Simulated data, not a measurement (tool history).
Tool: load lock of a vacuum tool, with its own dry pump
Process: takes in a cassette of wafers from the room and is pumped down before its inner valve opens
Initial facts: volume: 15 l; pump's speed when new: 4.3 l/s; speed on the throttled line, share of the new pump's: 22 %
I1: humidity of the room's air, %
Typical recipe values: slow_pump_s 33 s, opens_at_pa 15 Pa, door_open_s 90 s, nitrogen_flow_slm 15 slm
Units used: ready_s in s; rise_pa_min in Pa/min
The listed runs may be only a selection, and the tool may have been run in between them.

Run 1, hour 0: usual settings; I1 47.1. Result: ready_s 61.9 s, rise_pa_min 0.091 Pa/min.
Run 2, hour 212.6: usual settings; I1 47.2. Result: ready_s 61 s, rise_pa_min 0.099 Pa/min.
Run 3, hour 491.2: usual settings; I1 42.6. Result: ready_s 61.9 s, rise_pa_min 0.093 Pa/min.
Run 4, hour 634.2: usual settings but slow_pump_s 51 s; I1 43.4. Result: ready_s 74.8 s, rise_pa_min 0.107 Pa/min.
Run 5, hour 937.6: usual settings but slow_pump_s 51 s; I1 44.4. Result: ready_s 75.3 s, rise_pa_min 0.111 Pa/min.
Run 6, hour 1261.2: usual settings but slow_pump_s 51 s; I1 41.7. Result: ready_s 75.2 s, rise_pa_min 0.103 Pa/min.
Run 7, hour 1433.4: usual settings but slow_pump_s 51 s; I1 44.2. Result: ready_s 74.9 s, rise_pa_min 0.116 Pa/min.
Run 8, hour 1673.5: usual settings but slow_pump_s 51 s; I1 40.5. Result: ready_s 75.1 s, rise_pa_min 0.123 Pa/min.
Run 9, hour 1889.8: usual settings but slow_pump_s 51 s; I1 46. Result: ready_s 75.4 s, rise_pa_min 0.125 Pa/min.
Run 10, hour 2057.8: usual settings but slow_pump_s 51 s; I1 46.1. Result: ready_s 75.1 s, rise_pa_min 0.129 Pa/min.
Run 11, hour 2267.1: usual settings but slow_pump_s 51 s, nitrogen_flow_slm 14 slm; I1 44.6. Result: ready_s 75.8 s, rise_pa_min 0.141 Pa/min.
Run 12, hour 2552.4: usual settings but slow_pump_s 51 s, nitrogen_flow_slm 14 slm; I1 48.5. Result: ready_s 74.9 s, rise_pa_min 0.147 Pa/min.
Run 13, hour 2706.1: usual settings but slow_pump_s 51 s, nitrogen_flow_slm 14 slm; I1 44.6. Result: ready_s 75.1 s, rise_pa_min 0.15 Pa/min.
Run 14, hour 3037.5: usual settings but slow_pump_s 51 s, nitrogen_flow_slm 14 slm; I1 48.3. Result: ready_s 76.1 s, rise_pa_min 0.162 Pa/min.
Run 15, hour 3335: usual settings but slow_pump_s 51 s, nitrogen_flow_slm 14 slm; I1 44.7. Result: ready_s 75.5 s, rise_pa_min 0.17 Pa/min.
Run 16, hour 3640.5: usual settings but door_open_s 217 s; I1 43.8. Result: ready_s 63.1 s, rise_pa_min 0.206 Pa/min.
Run 17, hour 3948: usual settings but slow_pump_s 53 s, nitrogen_flow_slm 6 slm; I1 46.8. Result: ready_s 77.2 s, rise_pa_min 0.192 Pa/min.
Run 18, hour 4099.9: usual settings but opens_at_pa 17 Pa, door_open_s 118 s, nitrogen_flow_slm 25 slm; I1 49. Result: ready_s 62.8 s, rise_pa_min 0.189 Pa/min.
Run 19, hour 4419.3: usual settings but opens_at_pa 17 Pa, door_open_s 118 s, nitrogen_flow_slm 25 slm; I1 45.5. Result: ready_s 62.2 s, rise_pa_min 0.197 Pa/min.
Run 20, hour 4720.8: usual settings but opens_at_pa 20 Pa, nitrogen_flow_slm 22 slm; I1 46.3. Result: ready_s 60.8 s, rise_pa_min 0.198 Pa/min.
Run 21, hour 4862.8: usual settings but opens_at_pa 20 Pa, nitrogen_flow_slm 22 slm; I1 44.6. Result: ready_s 61.5 s, rise_pa_min 0.208 Pa/min.
Run 22, hour 5128.6: usual settings but opens_at_pa 20 Pa, nitrogen_flow_slm 22 slm; I1 45.7. Result: ready_s 62.3 s, rise_pa_min 0.215 Pa/min.
Run 23, hour 5274.5: usual settings but slow_pump_s 25 s, nitrogen_flow_slm 17 slm; I1 46.2. Result: ready_s 58.2 s, rise_pa_min 0.222 Pa/min.
Run 24, hour 5553.1: usual settings but slow_pump_s 29 s, door_open_s 213 s, nitrogen_flow_slm 18 slm; I1 44.6. Result: ready_s 60.6 s, rise_pa_min 0.266 Pa/min.
Run 25, hour 5763.1: usual settings but slow_pump_s 29 s, door_open_s 213 s, nitrogen_flow_slm 18 slm; I1 44.7. Result: ready_s 61.4 s, rise_pa_min 0.273 Pa/min.
Run 26, hour 5942.2: usual settings but slow_pump_s 46 s, opens_at_pa 10 Pa, door_open_s 48 s; I1 47.8. Result: ready_s 74.5 s, rise_pa_min 0.239 Pa/min.
Run 27, hour 6115.7: usual settings but slow_pump_s 21 s; I1 45.9. Result: ready_s 55.1 s, rise_pa_min 0.262 Pa/min.
Run 28, hour 6251.8: usual settings but slow_pump_s 21 s; I1 47.6. Result: ready_s 55.7 s, rise_pa_min 0.255 Pa/min.
Run 29, hour 6582.4: usual settings but slow_pump_s 56 s, opens_at_pa 26 Pa, door_open_s 57 s, nitrogen_flow_slm 19 slm; I1 44.9. Result: ready_s 78.1 s, rise_pa_min 0.262 Pa/min.
Run 30, hour 6775.3: usual settings but slow_pump_s 54 s, opens_at_pa 13 Pa; I1 46.1. Result: ready_s 79.8 s, rise_pa_min 0.276 Pa/min.

How would selected steps in ready_s from run to run divide? Give the signed amount a tool lacking its hidden state would still show from settings, what came in and random variation, and the signed amount left for the hidden state, including any gauge scatter that is not in both of the compared results.
Hidden state at play: pump's speed, % of a new pump's; leak at the door's seal, Pa l/s; drift of the gauge itself on ready_s, %; drift of the gauge itself on rise_pa_min, %.
Run 15 -> 16: slow_pump_s 51 -> 33, door_open_s 90 -> 217, nitrogen_flow_slm 14 -> 15. ready_s -12.4 s: hidden state +1.2, all else -13.6.
Run 17 -> 18: slow_pump_s 53 -> 33, opens_at_pa 15 -> 17, door_open_s 90 -> 118, nitrogen_flow_slm 6 -> 25. ready_s -14.4 s: hidden state +1.1, all else -15.5.
Run 26 -> 27: slow_pump_s 46 -> 21, opens_at_pa 10 -> 15, door_open_s 48 -> 90. ready_s -19.4 s: hidden state +1.1, all else -20.5.
Run 28 -> 29: slow_pump_s 21 -> 56, opens_at_pa 15 -> 26, door_open_s 90 -> 57, nitrogen_flow_slm 15 -> 19. ready_s +22.4 s: hidden state -2.8, all else +25.2.

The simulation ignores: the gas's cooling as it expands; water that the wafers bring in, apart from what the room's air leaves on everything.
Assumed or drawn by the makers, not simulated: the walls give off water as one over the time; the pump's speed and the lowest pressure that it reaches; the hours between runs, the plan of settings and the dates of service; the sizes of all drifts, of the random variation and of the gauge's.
